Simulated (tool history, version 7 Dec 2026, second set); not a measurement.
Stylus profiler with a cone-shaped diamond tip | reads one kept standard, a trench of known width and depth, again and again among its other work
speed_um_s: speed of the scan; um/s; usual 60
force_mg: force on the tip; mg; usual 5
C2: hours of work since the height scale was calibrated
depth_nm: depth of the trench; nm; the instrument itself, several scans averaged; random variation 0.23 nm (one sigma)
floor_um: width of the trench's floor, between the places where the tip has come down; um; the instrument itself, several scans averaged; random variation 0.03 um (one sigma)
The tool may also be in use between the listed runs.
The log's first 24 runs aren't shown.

Run 25, day 14.812: usual settings but speed_um_s 64 um/s; scans with this tip 1075; C2 229. Result: depth_nm 1017.16 nm, floor_um 13.87 um.
Run 26, day 15.392: usual settings but speed_um_s 17 um/s, force_mg 5.49 mg; scans with this tip 1106; C2 235. Result: depth_nm 1018.42 nm, floor_um 13.9 um.
Run 27, day 15.838: usual settings but speed_um_s 17 um/s, force_mg 5.49 mg; scans with this tip 1130; C2 240. Result: depth_nm 1018.43 nm, floor_um 14.01 um.
Run 28, day 16.304: usual settings but speed_um_s 36 um/s, force_mg 7.14 mg; scans with this tip 1155; C2 246. Result: depth_nm 1022.05 nm, floor_um 13.96 um.
Run 29, day 16.658: usual settings but speed_um_s 90 um/s, force_mg 12.43 mg; scans with this tip 1174; C2 250. Result: depth_nm 1031.98 nm, floor_um 13.89 um.
Run 30, day 17.188: usual settings but speed_um_s 147 um/s; scans with this tip 1202; C2 256. Result: depth_nm 1017.43 nm, floor_um 13.7 um.
Run 31, day 17.875: usual settings but speed_um_s 52 um/s, force_mg 3.53 mg; scans with this tip 1238; C2 263. Result: depth_nm 1013.37 nm, floor_um 13.88 um.
Run 32, day 18.521: usual settings but speed_um_s 85 um/s, force_mg 2.26 mg; scans with this tip 1273; C2 271. Result: depth_nm 1010.31 nm, floor_um 13.73 um.
Run 33, day 19.017: usual settings but speed_um_s 85 um/s, force_mg 2.26 mg; scans with this tip 1299; C2 276. Result: depth_nm 1010.32 nm, floor_um 13.77 um.
Run 34, day 19.5: usual settings but speed_um_s 132 um/s, force_mg 7.11 mg; scans with this tip 1325; C2 282. Result: depth_nm 1021.3 nm, floor_um 13.79 um.
Run 35, day 19.858: usual settings but speed_um_s 78 um/s, force_mg 3.44 mg; scans with this tip 1344; C2 286. Result: depth_nm 1013.87 nm, floor_um 13.85 um.
Run 36, day 20.342: usual settings but speed_um_s 78 um/s, force_mg 3.44 mg; scans with this tip 1369; C2 291. Result: depth_nm 1013.44 nm, floor_um 13.83 um.
Run 37, day 20.762: usual settings but speed_um_s 62 um/s, force_mg 3.31 mg; scans with this tip 1392; C2 296. Result: depth_nm 1013.38 nm, floor_um 13.88 um.
Run 38, day 21.167: usual settings but speed_um_s 49 um/s, force_mg 4.53 mg; scans with this tip 1413; C2 301. Result: depth_nm 1016.35 nm, floor_um 13.88 um.
Run 39, day 21.65: usual settings but speed_um_s 49 um/s, force_mg 4.53 mg; scans with this tip 1439; C2 306. Result: depth_nm 1016.35 nm, floor_um 13.87 um.
Run 40, day 22.346: usual settings but speed_um_s 48 um/s, force_mg 11.13 mg; scans with this tip 1476; C2 314. Result: depth_nm 1029.8 nm, floor_um 13.97 um.
Run 41, day 22.908: usual settings but speed_um_s 93 um/s, force_mg 6.42 mg; scans with this tip 1506; C2 320. Result: depth_nm 1020.58 nm, floor_um 13.88 um.
Run 42, day 23.529: usual settings but speed_um_s 26 um/s, force_mg 4.13 mg; scans with this tip 1539; C2 327. Result: depth_nm 1015.3 nm, floor_um 13.87 um.
Run 43, day 24.321: usual settings but speed_um_s 69 um/s, force_mg 2.8 mg; scans with this tip 1581; C2 336. Result: depth_nm 1011.72 nm, floor_um 13.81 um.
Run 44, day 25.046: usual settings but speed_um_s 69 um/s, force_mg 2.8 mg; scans with this tip 1620; C2 345. Result: depth_nm 1011.75 nm, floor_um 13.83 um.
Run 45, day 25.754: usual settings but speed_um_s 83 um/s, force_mg 3.02 mg; scans with this tip 1658; C2 353. Result: depth_nm 1012.53 nm, floor_um 13.83 um.
Run 46, day 26.538: usual settings but force_mg 3.13 mg; scans with this tip 1699; C2 361. Result: depth_nm 1012.89 nm, floor_um 13.85 um.
Run 47, day 27.183: usual settings but speed_um_s 32 um/s, force_mg 3.98 mg; scans with this tip 1734; C2 369. Result: depth_nm 1014.77 nm, floor_um 13.92 um.
Run 48, day 27.525: usual settings but speed_um_s 21 um/s, force_mg 5.68 mg; scans with this tip 1752; C2 373. Result: depth_nm 1018.76 nm, floor_um 13.95 um.

3 ways to go on from here, each from the tool as it stands after run 48. What would each give?
Run A, day 27.979: usual settings but speed_um_s 171 um/s; scans with this tip 1776; C2 378. Result: depth_nm ?, floor_um ?.
Run B, day 27.979: usual settings but speed_um_s 15 um/s, force_mg 8.29 mg; scans with this tip 1776; C2 378. Result: depth_nm ?, floor_um ?.
Run C, day 27.979: usual settings but speed_um_s 17 um/s, force_mg 1.74 mg; scans with this tip 1776; C2 378. Result: depth_nm ?, floor_um ?.

run  depth_nm  floor_um
  A    1017.6     13.67
  B   1024.41     13.94
  C   1008.73      13.9
Without the tool's hidden state the same runs would have given:
run  depth_nm  floor_um
  A    1017.6     13.68
  B   1024.42     13.94
  C   1008.73     13.91
